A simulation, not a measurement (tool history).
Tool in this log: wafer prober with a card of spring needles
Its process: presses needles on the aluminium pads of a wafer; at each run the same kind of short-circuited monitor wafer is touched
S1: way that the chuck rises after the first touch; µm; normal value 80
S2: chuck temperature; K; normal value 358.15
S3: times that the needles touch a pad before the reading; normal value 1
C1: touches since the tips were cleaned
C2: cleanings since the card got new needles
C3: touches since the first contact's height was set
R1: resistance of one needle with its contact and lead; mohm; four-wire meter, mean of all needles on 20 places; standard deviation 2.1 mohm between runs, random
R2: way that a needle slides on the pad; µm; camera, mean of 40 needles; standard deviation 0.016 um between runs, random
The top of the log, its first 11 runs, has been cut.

run	day	S1	S2	S3	C1	C2	C3	R1	R2
# day 16.496: tips cleaned on abrasive film
12	17.042	80	358.15	3	3097	107	95256	251	17.64
# day 17.458: tips cleaned on abrasive film
# day 18.375: tips cleaned on abrasive film
13	18.375	80	350.15	1	0	109	102777	228	17.59
# day 18.692: height of the first contact set anew
# day 19.317: tips cleaned on abrasive film
14	19.629	80	350.15	1	1756	110	5278	279	17.79
# day 20.304: tips cleaned on abrasive film
# day 21.296: tips cleaned on abrasive film
15	21.312	80	350.15	1	100	112	14784	238	17.77
# day 22.321: tips cleaned on abrasive film
16	22.338	80	358.15	1	96	113	20552	241	17.76
# day 23.358: tips cleaned on abrasive film
# day 24.333: tips cleaned on abrasive film
17	24.388	96	390.15	2	317	115	32132	239	21.29
# day 25.371: tips cleaned on abrasive film
18	26.050	76	311.15	2	3840	116	41508	269	16.84
# day 26.388: tips cleaned on abrasive film
# day 27.371: tips cleaned on abrasive film
19	28.008	80	327.15	1	3613	118	52577	298	17.67
# day 28.325: tips cleaned on abrasive film
# day 29.383: tips cleaned on abrasive film
20	30.242	72	396.15	2	4867	120	65165	287	15.89
# day 30.404: tips cleaned on abrasive film
# day 31.408: tips cleaned on abrasive film
21	31.700	70	350.15	1	1639	122	73382	296	15.41
# day 32.346: tips cleaned on abrasive film
# day 33.325: tips cleaned on abrasive film
22	33.621	70	350.15	1	1694	124	84227	291	15.39
# day 34.408: tips cleaned on abrasive film
# day 35.333: tips cleaned on abrasive film
23	35.333	80	327.15	1	0	126	93871	225	17.60
# day 36.404: tips cleaned on abrasive film
24	36.779	80	358.15	3	2132	127	102046	253	17.58
# day 37.162: height of the first contact set anew
# day 37.375: tips cleaned on abrasive film
25	37.746	80	358.15	3	2100	128	3280	251	17.78
# day 38.358: tips cleaned on abrasive film
# day 39.367: tips cleaned on abrasive film
26	39.367	90	358.15	1	0	130	12417	231	20.02
# day 40.446: tips cleaned on abrasive film
27	40.542	79	358.15	2	545	131	19044	241	17.54
# day 41.421: tips cleaned on abrasive film
28	42.117	80	358.15	1	3946	132	27953	305	17.74
# day 42.438: tips cleaned on abrasive film
# day 43.396: tips cleaned on abrasive film
29	43.925	71	358.15	1	2995	134	38146	312	15.71
# day 44.362: tips cleaned on abrasive film
# day 45.371: tips cleaned on abrasive film
30	45.996	67	358.15	2	3532	136	49819	284	14.82
# day 46.275: tips cleaned on abrasive film
# day 47.183: tips cleaned on abrasive film
31	47.921	86	359.15	3	4183	138	60689	249	19.02

Branching from run 31: 3 alternative next runs. What would each branch give?
# day 48.196: tips cleaned on abrasive film
# day 49.179: tips cleaned on abrasive film
A	49.988	82	359.15	3	4590	140	72350	?	?
# day 48.196: tips cleaned on abrasive film
# day 49.179: tips cleaned on abrasive film
B	49.988	88	306.15	3	4590	140	72350	?	?
# day 48.196: tips cleaned on abrasive film
# day 49.179: tips cleaned on abrasive film
C	49.988	93	359.15	3	4590	140	72350	?	?

run	R1	R2
A	257	18.08
B	240	19.44
C	250	20.56
Take away the tool's hidden state, keep each run's random variation, and the runs would have read:
run	R1	R2
A	229	18.23
B	212	19.59
C	226	20.71
